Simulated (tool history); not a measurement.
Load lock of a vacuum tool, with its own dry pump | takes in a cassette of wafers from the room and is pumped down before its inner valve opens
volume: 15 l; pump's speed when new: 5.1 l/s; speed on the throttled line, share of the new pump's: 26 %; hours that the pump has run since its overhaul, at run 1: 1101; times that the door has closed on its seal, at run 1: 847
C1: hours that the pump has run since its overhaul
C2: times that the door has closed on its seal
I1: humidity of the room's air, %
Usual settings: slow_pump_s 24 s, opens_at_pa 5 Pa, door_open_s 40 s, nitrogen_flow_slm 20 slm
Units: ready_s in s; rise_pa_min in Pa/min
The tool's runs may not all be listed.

run 1 hour=0 | slow_pump_s=24 opens_at_pa=5 door_open_s=40 nitrogen_flow_slm=20 | C1=1101 C2=847 | I1=46.4 | ready_s=47.6 rise_pa_min=0.049
run 2 hour=62.2 | slow_pump_s=24 opens_at_pa=5 door_open_s=40 nitrogen_flow_slm=20 | C1=1163 C2=920 | I1=45.3 | ready_s=47.1 rise_pa_min=0.054
run 3 hour=136.6 | slow_pump_s=24 opens_at_pa=5 door_open_s=40 nitrogen_flow_slm=20 | C1=1237 C2=1007 | I1=44.6 | ready_s=47.3 rise_pa_min=0.047
run 4 hour=234.7 | slow_pump_s=24 opens_at_pa=5 door_open_s=40 nitrogen_flow_slm=20 | C1=1335 C2=1122 | I1=48.8 | ready_s=47.2 rise_pa_min=0.058
run 5 hour=356.2 | slow_pump_s=24 opens_at_pa=5 door_open_s=40 nitrogen_flow_slm=20 | C1=1457 C2=1264 | I1=44.4 | ready_s=47.6 rise_pa_min=0.046
run 6 hour=479.9 | slow_pump_s=24 opens_at_pa=5 door_open_s=40 nitrogen_flow_slm=20 | C1=1580 C2=1409 | I1=47.7 | ready_s=47.5 rise_pa_min=0.054
run 7 hour=558.1 | slow_pump_s=24 opens_at_pa=5 door_open_s=40 nitrogen_flow_slm=20 | C1=1659 C2=1501 | I1=46.2 | ready_s=47.5 rise_pa_min=0.049
run 8 hour=674.4 | slow_pump_s=24 opens_at_pa=5 door_open_s=40 nitrogen_flow_slm=20 | C1=1775 C2=1637 | I1=44.6 | ready_s=47.3 rise_pa_min=0.046
run 9 hour=742 | slow_pump_s=24 opens_at_pa=5 door_open_s=55 nitrogen_flow_slm=20 | C1=1843 C2=1716 | I1=44.8 | ready_s=47.1 rise_pa_min=0.057
run 10 hour=866.5 | slow_pump_s=24 opens_at_pa=5 door_open_s=55 nitrogen_flow_slm=20 | C1=1967 C2=1862 | I1=44.5 | ready_s=47.4 rise_pa_min=0.059
run 11 hour=963.8 | slow_pump_s=24 opens_at_pa=5 door_open_s=54 nitrogen_flow_slm=20 | C1=2064 C2=1976 | I1=48.8 | ready_s=47.4 rise_pa_min=0.061
run 12 hour=1031.2 | slow_pump_s=18 opens_at_pa=5 door_open_s=40 nitrogen_flow_slm=20 | C1=2132 C2=2055 | I1=46.1 | ready_s=43.1 rise_pa_min=0.054
run 13 hour=1108 | slow_pump_s=18 opens_at_pa=5 door_open_s=40 nitrogen_flow_slm=20 | C1=2209 C2=2145 | I1=47 | ready_s=42.9 rise_pa_min=0.046
run 14 hour=1179.1 | slow_pump_s=24 opens_at_pa=5 door_open_s=40 nitrogen_flow_slm=17 | C1=2280 C2=2228 | I1=41.2 | ready_s=47.6 rise_pa_min=0.05
run 15 hour=1252.2 | slow_pump_s=24 opens_at_pa=5 door_open_s=40 nitrogen_flow_slm=17 | C1=2353 C2=2314 | I1=45.5 | ready_s=47.5 rise_pa_min=0.051
run 16 hour=1323.2 | slow_pump_s=24 opens_at_pa=5 door_open_s=40 nitrogen_flow_slm=20 | C1=2424 C2=2397 | I1=43.6 | ready_s=47.9 rise_pa_min=0.05
run 17 hour=1393.1 | slow_pump_s=24 opens_at_pa=5 door_open_s=40 nitrogen_flow_slm=20 | C1=2494 C2=2479 | I1=47.3 | ready_s=47.8 rise_pa_min=0.054
run 18 hour=1499.3 | slow_pump_s=24 opens_at_pa=5 door_open_s=40 nitrogen_flow_slm=20 | C1=2600 C2=2603 | I1=48.3 | ready_s=47.8 rise_pa_min=0.054
run 19 hour=1597.8 | slow_pump_s=24 opens_at_pa=9 door_open_s=40 nitrogen_flow_slm=16 | C1=2698 C2=2718 | I1=48.2 | ready_s=46.2 rise_pa_min=0.061
run 20 hour=1660.6 | slow_pump_s=17 opens_at_pa=5 door_open_s=238 nitrogen_flow_slm=14 | C1=2761 C2=2792 | I1=45.6 | ready_s=42.7 rise_pa_min=0.124
run 21 hour=1754 | slow_pump_s=17 opens_at_pa=5 door_open_s=238 nitrogen_flow_slm=14 | C1=2855 C2=2901 | I1=46.9 | ready_s=42.6 rise_pa_min=0.128
run 22 hour=1847.7 | slow_pump_s=22 opens_at_pa=10 door_open_s=165 nitrogen_flow_slm=20 | C1=2948 C2=3011 | I1=43 | ready_s=43.9 rise_pa_min=0.086
run 23 hour=1979.1 | slow_pump_s=24 opens_at_pa=5 door_open_s=47 nitrogen_flow_slm=20 | C1=3080 C2=3165 | I1=46.1 | ready_s=47.7 rise_pa_min=0.054
run 24 hour=2096.1 | slow_pump_s=12 opens_at_pa=6 door_open_s=30 nitrogen_flow_slm=8 | C1=3197 C2=3302 | I1=45.7 | ready_s=38.5 rise_pa_min=0.057
run 25 hour=2200.8 | slow_pump_s=47 opens_at_pa=8 door_open_s=100 nitrogen_flow_slm=23 | C1=3301 C2=3425 | I1=39.6 | ready_s=63 rise_pa_min=0.064
run 26 hour=2321.4 | slow_pump_s=47 opens_at_pa=8 door_open_s=100 nitrogen_flow_slm=23 | C1=3422 C2=3566 | I1=42.7 | ready_s=62.9 rise_pa_min=0.069
run 27 hour=2443.6 | slow_pump_s=25 opens_at_pa=7 door_open_s=29 nitrogen_flow_slm=22 | C1=3544 C2=3709 | I1=46.5 | ready_s=47.6 rise_pa_min=0.046
run 28 hour=2566.6 | slow_pump_s=25 opens_at_pa=7 door_open_s=29 nitrogen_flow_slm=22 | C1=3667 C2=3853 | I1=46.4 | ready_s=47.9 rise_pa_min=0.048
run 29 hour=2690.7 | slow_pump_s=15 opens_at_pa=5 door_open_s=86 nitrogen_flow_slm=34 | C1=3791 C2=3998 | I1=43.5 | ready_s=41.5 rise_pa_min=0.062
run 30 hour=2753.2 | slow_pump_s=15 opens_at_pa=7 door_open_s=31 nitrogen_flow_slm=8 | C1=3854 C2=4071 | I1=45.8 | ready_s=40.3 rise_pa_min=0.059
run 31 hour=2865.8 | slow_pump_s=15 opens_at_pa=7 door_open_s=56 nitrogen_flow_slm=28 | C1=3966 C2=4203 | I1=43.3 | ready_s=40.4 rise_pa_min=0.053
run 32 hour=2967.6 | slow_pump_s=38 opens_at_pa=5 door_open_s=40 nitrogen_flow_slm=20 | C1=4068 C2=4322 | I1=44.5 | ready_s=58 rise_pa_min=0.054
run 33 hour=3059.6 | slow_pump_s=44 opens_at_pa=5 door_open_s=201 nitrogen_flow_slm=20 | C1=4160 C2=4430 | I1=43.8 | ready_s=62.7 rise_pa_min=0.098
run 34 hour=3116.3 | slow_pump_s=24 opens_at_pa=5 door_open_s=60 nitrogen_flow_slm=20 | C1=4217 C2=4497 | I1=44.7 | ready_s=48 rise_pa_min=0.063
run 35 hour=3172.3 | slow_pump_s=24 opens_at_pa=5 door_open_s=60 nitrogen_flow_slm=20 | C1=4273 C2=4562 | I1=43.7 | ready_s=48.3 rise_pa_min=0.061
run 36 hour=3284.7 | slow_pump_s=24 opens_at_pa=5 door_open_s=60 nitrogen_flow_slm=20 | C1=4385 C2=4694 | I1=43.7 | ready_s=48.1 rise_pa_min=0.065

The same runs without the tool's hidden state, with the same run-to-run variation:
The hidden state here: pump's speed, % of a new pump's; leak at the door's seal, Pa l/s; drift of the gauge itself on ready_s, %; drift of the gauge itself on rise_pa_min, %.
run=1 ready_s=47.6 rise_pa_min=0.047
run=2 ready_s=47.2 rise_pa_min=0.052
run=3 ready_s=47.4 rise_pa_min=0.045
run=4 ready_s=47.2 rise_pa_min=0.056
run=5 ready_s=47.6 rise_pa_min=0.044
run=6 ready_s=47.5 rise_pa_min=0.051
run=7 ready_s=47.4 rise_pa_min=0.046
run=8 ready_s=47.2 rise_pa_min=0.043
run=9 ready_s=47 rise_pa_min=0.054
run=10 ready_s=47.2 rise_pa_min=0.055
run=11 ready_s=47.2 rise_pa_min=0.058
run=12 ready_s=42.8 rise_pa_min=0.051
run=13 ready_s=42.6 rise_pa_min=0.043
run=14 ready_s=47.3 rise_pa_min=0.046
run=15 ready_s=47.2 rise_pa_min=0.047
run=16 ready_s=47.6 rise_pa_min=0.046
run=17 ready_s=47.5 rise_pa_min=0.05
run=18 ready_s=47.5 rise_pa_min=0.05
run=19 ready_s=45.8 rise_pa_min=0.057
run=20 ready_s=42.2 rise_pa_min=0.12
run=21 ready_s=42.1 rise_pa_min=0.123
run=22 ready_s=43.4 rise_pa_min=0.081
run=23 ready_s=47.2 rise_pa_min=0.049
run=24 ready_s=37.9 rise_pa_min=0.051
run=25 ready_s=62.6 rise_pa_min=0.059
run=26 ready_s=62.5 rise_pa_min=0.064
run=27 ready_s=47 rise_pa_min=0.04
run=28 ready_s=47.3 rise_pa_min=0.042
run=29 ready_s=40.6 rise_pa_min=0.056
run=30 ready_s=39.5 rise_pa_min=0.053
run=31 ready_s=39.6 rise_pa_min=0.046
run=32 ready_s=57.3 rise_pa_min=0.047
run=33 ready_s=62 rise_pa_min=0.091
run=34 ready_s=47.2 rise_pa_min=0.056
run=35 ready_s=47.4 rise_pa_min=0.053
run=36 ready_s=47.2 rise_pa_min=0.057
